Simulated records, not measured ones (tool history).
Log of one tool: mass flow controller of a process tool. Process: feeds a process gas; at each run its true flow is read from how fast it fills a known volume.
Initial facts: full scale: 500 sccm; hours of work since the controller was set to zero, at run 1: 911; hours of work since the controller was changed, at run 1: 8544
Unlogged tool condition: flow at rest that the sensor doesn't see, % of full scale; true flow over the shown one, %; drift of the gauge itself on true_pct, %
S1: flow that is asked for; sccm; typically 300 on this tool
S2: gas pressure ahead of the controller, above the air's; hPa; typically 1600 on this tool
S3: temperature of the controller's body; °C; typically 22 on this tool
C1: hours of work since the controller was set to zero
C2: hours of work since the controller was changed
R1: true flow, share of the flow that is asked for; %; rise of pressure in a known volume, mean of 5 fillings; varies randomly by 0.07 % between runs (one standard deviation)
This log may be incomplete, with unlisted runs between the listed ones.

run 1 hour=0.0 | S1=300 S2=1600 S3=22 | C1=911 C2=8544 | R1=100.88
run 2 hour=314.8 | S1=300 S2=1600 S3=31 | C1=1141 C2=8773 | R1=100.22
run 3 hour=555.5 | S1=300 S2=1600 S3=22 | C1=1317 C2=8949 | R1=101.09
run 4 hour=853.8 | S1=300 S2=1600 S3=22 | C1=1534 C2=9166 | R1=101.23
run 5 hour=1118.7 | S1=300 S2=1600 S3=22 | C1=1727 C2=9360 | R1=101.32
run 6 hour=1264.5 | S1=300 S2=1600 S3=22 | C1=1834 C2=9466 | R1=101.24
run 7 hour=1392.0 | S1=300 S2=1600 S3=22 | C1=1927 C2=9559 | R1=101.28
run 8 hour=1621.0 | S1=300 S2=1600 S3=22 | C1=2094 C2=9726 | R1=101.31
run 9 hour=1751.9 | S1=300 S2=1600 S3=22 | C1=2189 C2=9821 | R1=101.47
run 10 hour=2052.2 | S1=300 S2=1600 S3=22 | C1=2408 C2=10040 | R1=101.44
-- hour=2069.9 controller's zero set anew
run 11 hour=2256.3 | S1=300 S2=1600 S3=22 | C1=136 C2=10189 | R1=101.97
run 12 hour=2553.1 | S1=156 S2=2120 S3=27 | C1=352 C2=10405 | R1=101.63
run 13 hour=2852.3 | S1=148 S2=2120 S3=24 | C1=571 C2=10624 | R1=102.08
run 14 hour=3158.0 | S1=148 S2=2120 S3=24 | C1=794 C2=10847 | R1=102.31
-- hour=3200.4 controller's zero set anew, once more
run 15 hour=3316.7 | S1=148 S2=2120 S3=24 | C1=85 C2=10962 | R1=99.88
run 16 hour=3512.0 | S1=422 S2=1600 S3=22 | C1=227 C2=11104 | R1=101.89
run 17 hour=3652.6 | S1=349 S2=2770 S3=37 | C1=330 C2=11207 | R1=99.64
run 18 hour=3804.3 | S1=349 S2=2770 S3=37 | C1=440 C2=11318 | R1=99.83
run 19 hour=4078.8 | S1=75 S2=2560 S3=38 | C1=641 C2=11518 | R1=98.90
run 20 hour=4225.8 | S1=458 S2=2050 S3=26 | C1=748 C2=11625 | R1=101.82

Predict the results of run 21:
run 21 hour=4355.8 | S1=162 S2=1510 S3=26 | C1=843 C2=11720 | R1=?

Run 21 measured R1 100.56 %.
The same run, on a tool lacking any hidden state, would have yielded R1 97.91 %.
